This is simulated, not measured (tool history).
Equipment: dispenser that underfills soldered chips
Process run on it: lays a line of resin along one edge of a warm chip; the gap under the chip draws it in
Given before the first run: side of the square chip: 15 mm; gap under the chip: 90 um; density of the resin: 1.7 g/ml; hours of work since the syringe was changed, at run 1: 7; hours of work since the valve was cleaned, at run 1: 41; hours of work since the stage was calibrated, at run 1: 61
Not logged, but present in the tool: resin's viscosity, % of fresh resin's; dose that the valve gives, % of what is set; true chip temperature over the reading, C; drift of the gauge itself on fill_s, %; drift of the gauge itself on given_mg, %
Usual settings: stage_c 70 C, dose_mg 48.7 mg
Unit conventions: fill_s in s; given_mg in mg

run	day	stage_c	dose_mg	hours of work since the syringe was changed	hours of work since the valve was cleaned	hours of work since the stage was calibrated	fill_s	given_mg
1	0.000	70	48.7	7	41	61	260.2	46.85
# day 0.129: new syringe of resin
# day 0.621: new syringe of resin
2	0.708	62	48.7	2	54	74	296.9	46.21
# day 0.788: dispensing valve cleaned and set on the balance
3	1.050	62	48.7	7	5	80	363.0	48.54
# day 1.162: new syringe of resin
# day 1.646: new syringe of resin
4	1.725	62	48.7	2	17	92	288.1	48.17
# day 2.146: new syringe of resin
5	2.425	62	48.7	5	30	105	344.1	47.56
# day 2.658: new syringe of resin
6	3.004	73	48.7	7	41	116	222.7	47.08
# day 3.150: new syringe of resin
7	3.404	70	41.7	5	49	123	253.6	39.98
# day 3.654: new syringe of resin
# day 3.838: dispensing valve cleaned and set on the balance
8	3.900	70	41.7	4	1	132	238.9	41.67
# day 4.200: new syringe of resin
9	4.562	70	41.7	7	14	144	274.1	41.16
# day 4.671: new syringe of resin
10	4.896	76	54.7	4	20	150	179.1	53.64
# day 5.154: new syringe of resin
11	5.358	76	54.7	4	28	159	172.8	53.38
# day 5.638: new syringe of resin
12	5.912	76	54.7	5	39	169	185.7	52.89
# day 6.150: new syringe of resin
13	6.242	76	54.7	2	44	175	162.1	52.83
# day 6.617: new syringe of resin
# day 6.888: dispensing valve cleaned and set on the balance
14	6.917	76	54.7	5	1	187	180.2	54.73
# day 7.158: new syringe of resin
15	7.412	56	56.0	5	10	196	428.8	55.46

Estimate the outcome of run 16 from the log above:
# day 7.629: new syringe of resin
16	7.900	59	56.0	5	19	205	?	?

{"run 16": {"fill_s": 374.6, "given_mg": 55.36}}
Take away the tool's hidden state, keep the run-to-run variation as it was, and the same run would have given fill_s 302.4 s, given_mg 56.29 mg.
